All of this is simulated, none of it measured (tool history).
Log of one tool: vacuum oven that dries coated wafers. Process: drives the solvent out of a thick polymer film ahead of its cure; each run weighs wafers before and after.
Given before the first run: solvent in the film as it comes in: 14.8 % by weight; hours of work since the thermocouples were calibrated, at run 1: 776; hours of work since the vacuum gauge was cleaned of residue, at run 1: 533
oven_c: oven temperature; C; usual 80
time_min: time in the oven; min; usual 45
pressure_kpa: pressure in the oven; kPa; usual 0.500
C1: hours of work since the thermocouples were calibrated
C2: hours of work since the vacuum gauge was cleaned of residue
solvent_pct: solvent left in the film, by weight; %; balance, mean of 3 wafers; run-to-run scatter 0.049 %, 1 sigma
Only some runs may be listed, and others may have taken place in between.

Run 1, day 0.000: usual settings; C1 776; C2 533. Result: solvent_pct 2.08 %.
Run 2, day 0.992: usual settings; C1 792; C2 550. Result: solvent_pct 2.23 %.
Run 3, day 2.633: usual settings but time_min 43 min; C1 819; C2 576. Result: solvent_pct 2.30 %.
Run 4, day 4.038: usual settings but time_min 43 min; C1 842; C2 599. Result: solvent_pct 2.27 %.
Run 5, day 5.025: usual settings but time_min 43 min; C1 858; C2 616. Result: solvent_pct 2.38 %.
Run 6, day 6.808: usual settings but time_min 43 min; C1 887; C2 645. Result: solvent_pct 2.33 %.
Run 7, day 8.242: usual settings but time_min 43 min; C1 911; C2 668. Result: solvent_pct 2.33 %.
Run 8, day 9.388: usual settings but time_min 43 min; C1 930; C2 687. Result: solvent_pct 2.33 %.
Run 9, day 10.167: usual settings but time_min 43 min; C1 942; C2 700. Result: solvent_pct 2.38 %.
Run 10, day 11.733: usual settings but time_min 43 min; C1 968; C2 726. Result: solvent_pct 2.31 %.
Run 11, day 12.617: usual settings but pressure_kpa 1.468 kPa; C1 983; C2 740. Result: solvent_pct 2.28 %.
Run 12, day 13.792: usual settings but time_min 33 min, pressure_kpa 1.468 kPa; C1 1002; C2 759. Result: solvent_pct 3.51 %.
Run 13, day 15.542: usual settings but time_min 33 min, pressure_kpa 1.468 kPa; C1 1031; C2 788. Result: solvent_pct 3.50 %.
Run 14, day 16.667: usual settings but time_min 33 min, pressure_kpa 1.468 kPa; C1 1049; C2 807. Result: solvent_pct 3.51 %.
Run 15, day 17.825: usual settings but pressure_kpa 0.338 kPa; C1 1068; C2 826. Result: solvent_pct 2.09 %.
Run 16, day 19.571: usual settings but pressure_kpa 0.338 kPa; C1 1097; C2 854. Result: solvent_pct 2.22 %.
Run 17, day 21.125: usual settings but oven_c 90 C, pressure_kpa 1.408 kPa; C1 1122; C2 880. Result: solvent_pct 0.61 %.
Run 18, day 22.242: usual settings but oven_c 69 C, pressure_kpa 0.616 kPa; C1 1141; C2 898. Result: solvent_pct 5.44 %.
Run 19, day 23.092: usual settings but oven_c 69 C, pressure_kpa 0.616 kPa; C1 1155; C2 912. Result: solvent_pct 5.48 %.
Run 20, day 24.362: usual settings but oven_c 69 C, pressure_kpa 0.616 kPa; C1 1175; C2 933. Result: solvent_pct 5.27 %.
Run 21, day 25.158: usual settings but oven_c 69 C, pressure_kpa 0.616 kPa; C1 1188; C2 946. Result: solvent_pct 5.44 %.
Run 22, day 26.617: usual settings but time_min 62 min; C1 1212; C2 970. Result: solvent_pct 1.18 %.
Run 23, day 27.617: usual settings; C1 1229; C2 986. Result: solvent_pct 2.18 %.
Run 24, day 29.046: usual settings; C1 1252; C2 1010. Result: solvent_pct 2.13 %.
Run 25, day 30.633: usual settings; C1 1278; C2 1036. Result: solvent_pct 2.13 %.
Run 26, day 32.046: usual settings; C1 1301; C2 1059. Result: solvent_pct 2.24 %.
At day 32.604: oven's thermocouples calibrated.
Run 27, day 33.125: usual settings; C1 9; C2 1075. Result: solvent_pct 2.02 %.
Run 28, day 34.512: usual settings but oven_c 82 C, time_min 44 min, pressure_kpa 0.381 kPa; C1 31; C2 1098. Result: solvent_pct 1.78 %.
Run 29, day 35.962: usual settings but oven_c 85 C, time_min 24 min, pressure_kpa 0.381 kPa; C1 55; C2 1122. Result: solvent_pct 3.32 %.
Run 30, day 37.683: usual settings but oven_c 71 C; C1 83; C2 1150. Result: solvent_pct 4.84 %.

Predict each of these 4 candidate next runs independently; none follows another, all start after run 30:
Run A, day 38.638: usual settings but oven_c 84 C, time_min 39 min, pressure_kpa 1.031 kPa; C1 99; C2 1166. Result: solvent_pct ?.
Run B, day 38.638: usual settings but oven_c 71 C, time_min 69 min; C1 99; C2 1166. Result: solvent_pct ?.
Run C, day 38.638: usual settings but time_min 40 min, pressure_kpa 0.544 kPa; C1 99; C2 1166. Result: solvent_pct ?.
Run D, day 38.638: usual settings but oven_c 71 C, pressure_kpa 1.249 kPa; C1 99; C2 1166. Result: solvent_pct ?.

run  solvent_pct
  A         1.84
  B         2.89
  C         2.68
  D         4.98
Without the tool's hidden state the same runs would have given:
run  solvent_pct
  A         1.84
  B         2.88
  C         2.68
  D         4.97
